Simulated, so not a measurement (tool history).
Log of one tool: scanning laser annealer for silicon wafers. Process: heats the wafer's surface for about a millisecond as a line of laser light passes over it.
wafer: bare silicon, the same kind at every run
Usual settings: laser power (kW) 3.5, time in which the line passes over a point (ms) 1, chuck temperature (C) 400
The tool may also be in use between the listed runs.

run	hour	laser power (kW)	time in which the line passes over a point (ms)	chuck temperature (C)	highest temperature of the surface (C)
1	0	3.5	1	400	1145
2	15.9	3.5	1	400	1147
3	31.2	3.5	0.87	400	1098
4	55.3	3.5	0.9	400	1113
5	84.7	3.5	0.9	400	1111
6	106	3.5	0.9	400	1113
7	120.5	3.5	1	400	1146
8	137.7	3.5	1	400	1144
9	157.6	3.5	1	400	1148
10	182.2	3.5	1	400	1146
11	197.1	3.5	1	387	1134
12	220	3.5	1	387	1135
13	236.2	3.5	1.2	400	1210
14	252.4	3.161	0.92	372	993
15	266.7	3.513	0.92	372	1096
16	294.7	3.5	1	425	1168
17	310.6	3.5	1	425	1169
18	334.7	3.548	1.16	374	1188
19	356.9	3.548	1.16	374	1185
20	385.9	3.02	0.99	388	998
21	414	3.02	0.99	388	1000
22	440.1	3.373	0.99	403	1109
23	462.6	3.373	0.89	405	1080
24	476.2	3.098	0.89	427	1026
25	488.5	3.098	0.89	427	1027

3 ways to go on from here, each from the tool as it stands after run 25. What would each give?
A	517.1	3.5	0.71	400	?
B	517.1	3.476	0.82	400	?
C	517.1	3.109	0.82	400	?

run	highest temperature of the surface (C)
A	1042
B	1075
C	985
Without the tool's hidden state the same runs would have given:
run	highest temperature of the surface (C)
A	1042
B	1075
C	986
